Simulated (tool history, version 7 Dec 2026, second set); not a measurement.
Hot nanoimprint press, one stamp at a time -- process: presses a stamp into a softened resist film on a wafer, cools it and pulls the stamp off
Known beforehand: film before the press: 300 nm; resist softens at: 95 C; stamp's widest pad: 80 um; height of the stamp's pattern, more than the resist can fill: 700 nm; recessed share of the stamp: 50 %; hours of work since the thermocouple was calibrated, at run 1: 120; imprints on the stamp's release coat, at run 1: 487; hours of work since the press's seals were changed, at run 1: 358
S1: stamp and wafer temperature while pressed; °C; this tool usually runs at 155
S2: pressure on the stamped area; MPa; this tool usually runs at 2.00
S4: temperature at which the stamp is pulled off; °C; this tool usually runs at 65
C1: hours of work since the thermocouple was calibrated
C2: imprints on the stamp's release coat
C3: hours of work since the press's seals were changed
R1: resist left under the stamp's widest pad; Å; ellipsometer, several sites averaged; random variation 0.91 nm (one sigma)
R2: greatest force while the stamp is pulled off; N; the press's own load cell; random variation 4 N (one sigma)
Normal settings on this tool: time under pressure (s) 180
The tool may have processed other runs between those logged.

Run 1, hour 0.0: usual settings; C1 120; C2 487; C3 358. Result: R1 1259 Å, R2 211 N.
Run 2, hour 45.5: usual settings; C1 138; C2 598; C3 376. Result: R1 1263 Å, R2 213 N.
Run 3, hour 74.1: usual settings but S2 1.73 MPa; C1 150; C2 667; C3 388. Result: R1 1363 Å, R2 216 N.
Run 4, hour 112.3: usual settings but S2 1.73 MPa; C1 165; C2 760; C3 404. Result: R1 1353 Å, R2 209 N.
Run 5, hour 161.0: usual settings; C1 185; C2 878; C3 423. Result: R1 1261 Å, R2 224 N.
Run 6, hour 193.4: usual settings; C1 198; C2 957; C3 436. Result: R1 1230 Å, R2 233 N.
Run 7, hour 249.3: usual settings; C1 221; C2 1093; C3 459. Result: R1 1248 Å, R2 233 N.
Run 8, hour 276.1: usual settings but S1 145 °C; C1 232; C2 1158; C3 470. Result: R1 2047 Å, R2 237 N.
Run 9, hour 314.1: usual settings but S1 145 °C; C1 247; C2 1251; C3 485. Result: R1 2097 Å, R2 243 N.
At hour 337.7: plate thermocouple calibrated.
Run 10, hour 359.2: usual settings but S1 145 °C; C1 9; C2 1353; C3 502. Result: R1 2018 Å, R2 238 N.
Run 11, hour 394.4: usual settings but S1 147 °C; C1 23; C2 1439; C3 517. Result: R1 1836 Å, R2 242 N.
Run 12, hour 440.6: usual settings but S2 2.46 MPa; C1 42; C2 1551; C3 535. Result: R1 1067 Å, R2 255 N.
At hour 459.0: stamp cleaned and given a new release coat.
Run 13, hour 502.4: usual settings but S1 156 °C, S2 2.46 MPa, S4 61 °C; C1 64; C2 106; C3 558. Result: R1 1002 Å, R2 205 N.
Run 14, hour 545.0: usual settings but S1 159 °C, S2 2.27 MPa, time under pressure (s) 196, S4 67 °C; C1 82; C2 209; C3 575. Result: R1 831 Å, R2 187 N.
Run 15, hour 573.8: usual settings but time under pressure (s) 349, S4 62 °C; C1 93; C2 280; C3 587. Result: R1 892 Å, R2 205 N.
Run 16, hour 627.6: usual settings but time under pressure (s) 349, S4 62 °C; C1 115; C2 410; C3 609. Result: R1 888 Å, R2 215 N.
At hour 643.4: plate thermocouple calibrated, once more.
Run 17, hour 672.6: usual settings but S1 163 °C, S4 59 °C; C1 12; C2 513; C3 626. Result: R1 826 Å, R2 233 N.
Run 18, hour 712.1: usual settings but S1 149 °C, time under pressure (s) 99, S4 59 °C; C1 28; C2 609; C3 642. Result: R1 2129 Å, R2 240 N.
Run 19, hour 757.8: usual settings but S1 162 °C, S2 2.79 MPa, time under pressure (s) 98; C1 46; C2 720; C3 660. Result: R1 948 Å, R2 221 N.

Some steps in R1, run to run, broken into two amounts with sign: the step expected even without the hidden condition (settings, incoming material, random variation), and the rest, left for the hidden condition together with whatever gauge scatter is not in both the measured and the hidden-condition-free result:
Hidden conditions of the tool in this case: true temperature over the reading, C; pressure that arrives at the usual setting, %; grip of the stamp's worn release coat, % over a new coat's; drift of the gauge itself on residual_nm, %; drift of the gauge itself on pull_off_n, %.
Run 16 -> 17: S1 155 -> 163, time under pressure (s) 349 -> 180, S4 62 -> 59, plate thermocouple calibrated, once more. R1 -62 Å: hidden state +116, all else -178.
Run 17 -> 18: S1 163 -> 149, time under pressure (s) 180 -> 99. R1 +1303 Å: hidden state +3, all else +1300.
